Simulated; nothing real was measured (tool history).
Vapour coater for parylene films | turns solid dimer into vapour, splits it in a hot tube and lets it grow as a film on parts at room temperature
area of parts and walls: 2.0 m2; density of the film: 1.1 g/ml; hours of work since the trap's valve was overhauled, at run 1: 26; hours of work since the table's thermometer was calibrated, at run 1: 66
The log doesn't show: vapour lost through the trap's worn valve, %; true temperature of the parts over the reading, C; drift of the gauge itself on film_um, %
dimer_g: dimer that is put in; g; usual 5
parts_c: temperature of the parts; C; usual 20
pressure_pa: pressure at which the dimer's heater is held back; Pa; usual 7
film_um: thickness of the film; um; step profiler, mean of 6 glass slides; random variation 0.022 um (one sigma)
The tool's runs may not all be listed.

run	hour	dimer_g	parts_c	pressure_pa	hours of work since the trap's valve was overhauled	hours of work since the table's thermometer was calibrated	film_um
1	0	5	20	7	26	66	1.61
2	7.4	5	20	7	30	70	1.59
3	19.8	5	20	7	37	78	1.58
4	35.7	5	20	7	46	86	1.59
# hour 41.1: trap's valve overhauled
5	54.2	5	20	7	7	95	1.55
6	62.4	5	20	7	12	99	1.56
7	77.2	5	20	7	20	108	1.58
8	87.6	5	20	7	26	113	1.56
9	95.7	5	15	7	31	118	2
10	111.7	5	15	7	40	127	1.99

Forecast each of these 5 alternatives for the next run:
# hour 121.6: trap's valve overhauled, once more
A	131.3	5	15	7	5	136	?
# hour 121.6: trap's valve overhauled, once more
B	131.3	5	20	3.02	5	136	?
# hour 121.6: trap's valve overhauled, once more
C	131.3	3	26	5.43	5	136	?
# hour 121.6: trap's valve overhauled, once more
D	131.3	5	16	7	5	136	?
# hour 121.6: trap's valve overhauled, once more
E	131.3	3	15	2.64	5	136	?

run	film_um
A	1.98
B	1.73
C	0.74
D	1.91
E	1.33
Without the tool's hidden state the same runs would have given:
run	film_um
A	1.99
B	1.73
C	0.74
D	1.91
E	1.34
